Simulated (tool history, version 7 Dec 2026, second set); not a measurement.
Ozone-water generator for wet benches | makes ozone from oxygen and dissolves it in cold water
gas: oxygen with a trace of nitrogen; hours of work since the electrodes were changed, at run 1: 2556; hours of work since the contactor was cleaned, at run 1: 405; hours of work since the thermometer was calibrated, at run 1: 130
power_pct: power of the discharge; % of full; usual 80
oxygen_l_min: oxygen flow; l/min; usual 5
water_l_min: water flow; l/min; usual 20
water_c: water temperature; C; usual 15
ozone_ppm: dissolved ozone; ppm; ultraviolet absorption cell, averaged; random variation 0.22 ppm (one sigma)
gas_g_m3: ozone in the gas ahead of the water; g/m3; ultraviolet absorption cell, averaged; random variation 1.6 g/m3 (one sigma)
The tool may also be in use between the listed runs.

| run | hour | power_pct | oxygen_l_min | water_l_min | water_c | hours of work since the electrodes were changed | hours of work since the contactor was cleaned | hours of work since the thermometer was calibrated | ozone_ppm | gas_g_m3 |
|---|---|---|---|---|---|---|---|---|---|---|
| 1 | 0 | 80 | 5 | 20 | 15 | 2556 | 405 | 130 | 29.6 | 278.7 |
| 2 | 149.8 | 80 | 5 | 20 | 15 | 2689 | 538 | 263 | 29.5 | 277.7 |
| 3 | 321.6 | 80 | 5 | 20 | 15 | 2842 | 691 | 416 | 29.5 | 276.7 |
| 4 | 409.4 | 80 | 5 | 20 | 15 | 2921 | 770 | 495 | 29.1 | 275.2 |
| 5 | 569.4 | 50 | 5 | 20 | 15 | 3063 | 912 | 637 | 19.6 | 183.3 |
| 6 | 652.6 | 50 | 5 | 20 | 15 | 3137 | 986 | 712 | 19.7 | 185.9 |
| 7 | 738.2 | 80 | 5 | 20 | 15 | 3214 | 1063 | 788 | 28.7 | 272.8 |
| 8 | 858.2 | 80 | 5 | 20 | 11 | 3321 | 1170 | 895 | 30.5 | 273.6 |
| 9 | 1029.8 | 80 | 5 | 20 | 11 | 3474 | 1323 | 1048 | 30.3 | 269.5 |
| 10 | 1192.9 | 80 | 5 | 20 | 11 | 3619 | 1468 | 1193 | 29.5 | 269.5 |
| 11 | 1306 | 91 | 8.93 | 23 | 19 | 3720 | 1569 | 1294 | 25.9 | 213.2 |
| 12 | 1446.7 | 91 | 8.93 | 23 | 19 | 3845 | 1694 | 1419 | 25.4 | 213.4 |
| 13 | 1568.6 | 91 | 4.38 | 20 | 19 | 3954 | 1803 | 1528 | 29.1 | 317.6 |
| 14 | 1682.3 | 91 | 4.38 | 20 | 19 | 4055 | 1904 | 1629 | 29.3 | 314.7 |
| 15 | 1786.2 | 91 | 4.38 | 20 | 19 | 4148 | 1997 | 1722 | 28.9 | 317.3 |
| 16 | 1924.6 | 91 | 4.38 | 20 | 19 | 4271 | 2120 | 1846 | 28.8 | 315.1 |

Forecast run 17:
| 17 | 2039.7 | 91 | 6.69 | 16 | 19 | 4374 | 2223 | 1948 | ? | ? |

Run 17 gave ozone_ppm 32.4 ppm, gas_g_m3 246.2 g/m3.
Without the tool's hidden state the same run would have given ozone_ppm 39.6 ppm, gas_g_m3 288.6 g/m3.
